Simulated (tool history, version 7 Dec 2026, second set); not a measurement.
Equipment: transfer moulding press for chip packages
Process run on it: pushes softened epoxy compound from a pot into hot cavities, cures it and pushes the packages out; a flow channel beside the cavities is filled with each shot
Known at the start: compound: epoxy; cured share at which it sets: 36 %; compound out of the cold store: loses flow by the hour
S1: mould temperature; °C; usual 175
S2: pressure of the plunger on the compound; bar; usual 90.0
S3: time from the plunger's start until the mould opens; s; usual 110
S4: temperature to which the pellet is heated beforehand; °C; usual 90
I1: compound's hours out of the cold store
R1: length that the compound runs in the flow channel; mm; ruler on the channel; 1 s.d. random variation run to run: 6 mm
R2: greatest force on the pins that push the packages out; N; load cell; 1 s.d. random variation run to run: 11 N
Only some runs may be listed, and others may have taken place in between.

run,day,S1,S2,S3,S4,I1,R1,R2
1,0.000,175,90.0,110,90,30.4,589,728
# day 0.371: cavities cleaned with cleaning compound and waxed
# day 2.079: cavities cleaned with cleaning compound and waxed
2,3.442,175,90.0,110,89,34.5,577,778
# day 3.712: cavities cleaned with cleaning compound and waxed
# day 5.479: plunger's sealing rings changed
# day 5.542: cavities cleaned with cleaning compound and waxed
3,6.412,175,90.0,110,89,10.8,662,665
# day 7.150: cavities cleaned with cleaning compound and waxed
# day 8.825: cavities cleaned with cleaning compound and waxed
4,10.075,175,90.0,110,89,31.6,601,749
# day 10.596: cavities cleaned with cleaning compound and waxed
# day 12.217: cavities cleaned with cleaning compound and waxed
5,13.712,175,90.0,110,89,30.5,600,760
# day 14.067: cavities cleaned with cleaning compound and waxed
# day 15.950: cavities cleaned with cleaning compound and waxed
6,16.079,175,90.0,110,92,9.4,631,548
# day 17.692: cavities cleaned with cleaning compound and waxed
# day 19.300: cavities cleaned with cleaning compound and waxed
7,19.300,175,90.0,110,92,41.4,560,477
# day 20.888: cavities cleaned with cleaning compound and waxed
# day 22.196: plunger's sealing rings changed
8,22.250,175,90.0,110,92,22.8,646,763
# day 22.633: cavities cleaned with cleaning compound and waxed
# day 24.221: cavities cleaned with cleaning compound and waxed
# day 24.492: mould's thermocouples calibrated
9,24.492,178,90.0,110,90,21.5,634,482
# day 26.083: cavities cleaned with cleaning compound and waxed
10,26.588,178,90.0,110,90,30.8,612,561
# day 27.879: cavities cleaned with cleaning compound and waxed
11,29.200,178,90.0,110,90,11.2,640,700
# day 29.517: cavities cleaned with cleaning compound and waxed
# day 31.329: cavities cleaned with cleaning compound and waxed
12,31.862,178,90.0,110,90,16.1,624,574
# day 33.104: cavities cleaned with cleaning compound and waxed
# day 34.779: cavities cleaned with cleaning compound and waxed
13,34.871,178,90.0,110,90,47.4,537,472
# day 36.471: cavities cleaned with cleaning compound and waxed
14,36.871,178,90.0,110,90,42.0,546,553
# day 38.204: cavities cleaned with cleaning compound and waxed
# day 38.908: plunger's sealing rings changed
# day 40.042: cavities cleaned with cleaning compound and waxed
15,40.042,177,90.0,103,90,16.5,639,543
# day 41.771: cavities cleaned with cleaning compound and waxed
# day 43.383: cavities cleaned with cleaning compound and waxed
16,43.450,175,101.5,113,90,10.5,690,518
# day 45.067: cavities cleaned with cleaning compound and waxed
17,45.592,175,101.5,113,90,21.7,656,602
# day 46.788: cavities cleaned with cleaning compound and waxed
# day 48.517: cavities cleaned with cleaning compound and waxed
18,48.617,175,101.5,113,90,13.1,673,529
# day 50.229: cavities cleaned with cleaning compound and waxed
# day 51.838: cavities cleaned with cleaning compound and waxed
19,51.954,175,101.5,113,90,47.8,594,498
# day 53.608: cavities cleaned with cleaning compound and waxed
# day 55.188: cavities cleaned with cleaning compound and waxed
# day 55.533: plunger's sealing rings changed
20,55.904,175,101.5,113,90,18.0,690,618
# day 57.154: cavities cleaned with cleaning compound and waxed
21,57.638,172,74.9,109,81,34.0,570,708
# day 58.879: cavities cleaned with cleaning compound and waxed
22,59.562,175,107.9,115,90,9.7,713,652
# day 60.667: cavities cleaned with cleaning compound and waxed
# day 62.421: cavities cleaned with cleaning compound and waxed
23,62.767,168,80.0,118,83,30.8,592,818
# day 64.038: cavities cleaned with cleaning compound and waxed
24,64.579,179,91.4,131,95,47.6,566,541

Below are 3 alternative next runs, each starting from the tool's condition after run 24. Predict each:
# day 65.683: cavities cleaned with cleaning compound and waxed
A,66.379,183,96.9,131,96,9.8,?,?
# day 65.683: cavities cleaned with cleaning compound and waxed
B,66.379,174,90.0,110,90,22.5,?,?
# day 65.683: cavities cleaned with cleaning compound and waxed
C,66.379,182,91.4,95,95,26.5,?,?

run,R1,R2
A,635,571
B,621,714
C,580,640
Take away the tool's hidden state, keep each run's random variation, and the runs would have read:
run,R1,R2
A,672,421
B,656,509
C,614,465
